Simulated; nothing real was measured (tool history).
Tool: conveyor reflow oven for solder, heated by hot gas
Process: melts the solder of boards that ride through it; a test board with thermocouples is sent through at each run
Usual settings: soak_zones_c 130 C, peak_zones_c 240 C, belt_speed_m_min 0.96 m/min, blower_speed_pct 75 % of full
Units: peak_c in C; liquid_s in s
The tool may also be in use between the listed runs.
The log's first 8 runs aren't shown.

run	day	soak_zones_c	peak_zones_c	belt_speed_m_min	blower_speed_pct	peak_c	liquid_s
9	9.85	130	240	0.96	75	219.8	36.1
10	11.458	130	240	0.96	75	219	36.3
11	12.271	130	240	0.96	75	220.5	36.7
12	13.771	130	240	0.96	75	219.3	36.5
13	14.975	130	240	0.849	75	223.6	43.7
14	16.583	130	240	0.849	75	224.1	43.7
15	18.079	130	240	0.96	75	219.2	36.6
# day 18.438: flux residue cleaned out of gas plates and filters
16	19.788	130	241	0.96	75	220	36.3
17	21.017	142	238	0.96	75	220.2	38.9
18	21.912	138	249	0.96	75	228.3	42
19	23.296	124	240	0.96	75	218.4	34.9
20	24.5	122	233	0.885	80	216.4	36.6
21	25.208	130	230	0.96	75	210.4	31.7
22	26.883	130	240	1.067	74	214.7	30.1
23	27.912	124	235	0.96	75	213.6	32.2
24	29.579	124	235	0.96	75	213.5	32.5
25	30.854	130	237	0.96	75	217.4	35.1
26	31.921	118	237	1.006	75	213	28.9
27	32.65	118	237	1.006	60	206.3	25.2
28	33.662	118	237	1.006	60	206.1	24.4
29	34.825	118	237	1.006	60	206.7	24.5
# day 35.121: flux residue cleaned out of gas plates and filters
30	35.742	135	237	1.006	60	210.6	30.3
31	37.288	145	240	1.142	75	216.5	31.5
32	38.662	145	243	0.87	59	222.8	45.7

3 ways to go on from here, each from the tool as it stands after run 32. What would each give?
A	39.621	130	240	1.005	75	?	?
B	39.621	145	249	1.08	63	?	?
C	39.621	130	240	1.102	75	?	?

run	peak_c	liquid_s
A	217.6	33.8
B	220.9	35.8
C	214.8	28.6
Without the tool's hidden state the same runs would have given:
run	peak_c	liquid_s
A	217.7	33.8
B	221	35.8
C	214.8	28.7

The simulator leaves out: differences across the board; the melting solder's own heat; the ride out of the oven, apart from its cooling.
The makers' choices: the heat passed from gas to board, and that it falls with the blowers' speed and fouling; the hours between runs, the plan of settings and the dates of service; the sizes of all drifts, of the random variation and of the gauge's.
